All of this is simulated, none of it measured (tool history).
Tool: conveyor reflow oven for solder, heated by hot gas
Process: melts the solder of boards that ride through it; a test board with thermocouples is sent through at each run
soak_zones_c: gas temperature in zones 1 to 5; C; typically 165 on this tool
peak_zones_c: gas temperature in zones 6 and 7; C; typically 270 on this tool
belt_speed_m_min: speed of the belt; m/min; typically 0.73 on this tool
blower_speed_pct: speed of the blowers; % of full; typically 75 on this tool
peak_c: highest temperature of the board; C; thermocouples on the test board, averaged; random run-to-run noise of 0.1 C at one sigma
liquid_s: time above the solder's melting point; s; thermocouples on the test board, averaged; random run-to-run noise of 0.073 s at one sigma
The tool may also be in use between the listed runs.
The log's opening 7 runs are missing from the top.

run	hour	soak_zones_c	peak_zones_c	belt_speed_m_min	blower_speed_pct	hours of work since the flux was cleaned out	hours of work since the belt drive was overhauled	hours of work since the thermocouples were changed	peak_c	liquid_s
8	139.5	165	270	0.73	75	212	236	458	253.1	35.57
9	158.2	165	270	0.73	75	220	244	465	253.1	35.59
10	183.8	165	270	0.73	75	230	254	475	253	35.62
11	202.9	165	270	0.73	75	238	262	483	253.2	35.5
12	223.1	155	270	0.73	75	246	270	491	251.3	32.74
13	243.7	155	270	0.73	75	255	278	500	251.1	32.67
14	259.7	165	270	0.73	75	261	285	506	252.9	35.64
15	280.7	165	270	0.73	75	269	293	515	253	35.48
16	296	165	270	0.73	75	276	299	521	253	35.4
17	310.3	173	270	0.651	55	281	305	527	252	40.82
# hour 324.6: flux residue cleaned out of gas plates and filters
18	337.5	165	270	0.73	80	5	314	535	256.4	37.41
19	360	165	265	0.742	84	14	323	545	252.1	35.3
20	377.4	165	270	0.612	75	21	330	552	259.9	47.24
21	388.2	165	270	0.612	75	26	335	556	260.1	47.19
22	412.1	154	276	0.612	75	35	344	566	264.4	46.68
23	434.2	150	277	0.783	75	44	353	575	255.8	31.57
24	454.6	150	277	0.783	75	53	361	583	255.7	31.51
25	471.7	162	277	0.623	75	59	368	590	265.6	47.95
26	495.4	165	270	0.844	53	69	378	599	239.7	22.08
27	516.8	165	270	0.635	65	78	386	608	256	43.04
28	531.5	154	275	0.664	66	84	392	614	257.7	39.47
# hour 552.3: thermocouples of zones 6 and 7 changed
29	555.1	180	275	0.805	54	92	401	1	249.4	32.51
30	568.4	174	285	0.822	54	98	407	7	255.1	33.02
31	590.4	179	262	0.854	67	107	415	15	241.7	26.69

Consider 3 possible next runs. They are alternatives, not a sequence: every one starts from the tool as it was left by run 31. What does each give?
A	603.5	159	262	0.854	67	112	421	21	?	?
B	603.5	179	262	0.651	67	112	421	21	?	?
C	603.5	179	274	0.622	67	112	421	21	?	?

run	peak_c	liquid_s
A	236.6	19.85
B	249.8	42.68
C	261.8	50.26
The same runs, with their run-to-run variation unchanged, on a tool lacking any hidden condition would have given:
run	peak_c	liquid_s
A	237.1	20.03
B	250.1	42.37
C	262.2	49.77
